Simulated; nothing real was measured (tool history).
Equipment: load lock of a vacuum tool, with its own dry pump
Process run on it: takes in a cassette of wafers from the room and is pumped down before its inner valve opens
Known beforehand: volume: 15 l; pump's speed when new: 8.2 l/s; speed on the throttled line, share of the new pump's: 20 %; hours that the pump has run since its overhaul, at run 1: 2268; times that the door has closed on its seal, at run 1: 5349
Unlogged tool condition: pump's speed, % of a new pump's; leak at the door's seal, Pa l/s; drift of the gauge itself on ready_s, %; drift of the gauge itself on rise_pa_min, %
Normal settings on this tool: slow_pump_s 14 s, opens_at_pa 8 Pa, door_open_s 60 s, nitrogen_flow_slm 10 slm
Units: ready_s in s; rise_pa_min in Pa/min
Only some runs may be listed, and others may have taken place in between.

run    hour  slow_pump_s  opens_at_pa  door_open_s  nitrogen_flow_slm  hours that the pump has run since its overhaul  times that the door has closed on its seal  incoming humidity of the room's air, %  ready_s  rise_pa_min
  1     0.0           14            8           60                 10                                            2268                                        5349                                    44.5     29.1        0.079
  2   101.6           14            8           60                 10                                            2369                                        5513                                    47.6     28.6        0.075
  3   203.1           14            8           60                 10                                            2471                                        5677                                    41.1     29.1        0.068
  4   336.8           14            8           55                 10                                            2605                                        5893                                    44.0     28.5        0.076
  5   467.4           14            8           60                 10                                            2735                                        6103                                    44.8     29.4        0.076
  6   584.4           14            8           60                 10                                            2852                                        6292                                    43.1     29.3        0.083
  7   755.2           18            8           60                 10                                            3023                                        6568                                    44.4     32.1        0.080
  8   929.9           18            8           60                 10                                            3198                                        6850                                    44.3     32.4        0.079
  9  1125.8           18            8           60                 10                                            3394                                        7166                                    43.2     32.3        0.077
 10  1244.6           14            8           26                 10                                            3512                                        7358                                    42.9     29.3        0.059
 11  1339.2           14            8           26                 10                                            3607                                        7510                                    43.5     28.8        0.062
 12  1452.8           14            8           26                 10                                            3721                                        7694                                    42.5     29.0        0.060
 13  1611.3           15            8          185                 10                                            3879                                        7950                                    47.8     29.9        0.138
 14  1724.0           11            8          185                 10                                            3992                                        8131                                    43.9     26.5        0.129
 15  1865.0           14            8           96                  5                                            4133                                        8359                                    45.9     29.7        0.125
 16  2022.1            9            7           93                  5                                            4290                                        8613                                    45.3     25.8        0.121
 17  2149.0            9            7           93                  5                                            4417                                        8817                                    44.7     25.6        0.122
 18  2304.5            9            7           93                  5                                            4572                                        9068                                    43.6     25.8        0.121
 19  2406.0           20            7          105                 15                                            4674                                        9232                                    42.9     34.2        0.093
 20  2601.6           20            7           31                 15                                            4869                                        9548                                    47.8     34.6        0.070
 21  2696.6           20            7           31                 15                                            4964                                        9701                                    47.2     34.6        0.075
 22  2858.4           20            7           31                 15                                            5126                                        9962                                    43.5     34.6        0.073
 23  2976.2           20            7           31                 15                                            5244                                       10153                                    43.1     34.3        0.069

Forecast each of these 4 alternatives for the next run:
  A  3172.1           20            7           35                  6                                            5440                                       10469                                    44.2        ?            ?
  B  3172.1           12           11          181                 15                                            5440                                       10469                                    46.3        ?            ?
  C  3172.1            9            7           46                 10                                            5440                                       10469                                    45.6        ?            ?
  D  3172.1           14            8          185                 22                                            5440                                       10469                                    44.3        ?            ?

run  ready_s  rise_pa_min
  A     35.1        0.089
  B     27.1        0.129
  C     26.0        0.085
  D     29.7        0.111
Take away the tool's hidden state, keep each run's random variation, and the runs would have read:
run  ready_s  rise_pa_min
  A     34.1        0.054
  B     26.0        0.095
  C     24.8        0.050
  D     28.6        0.077
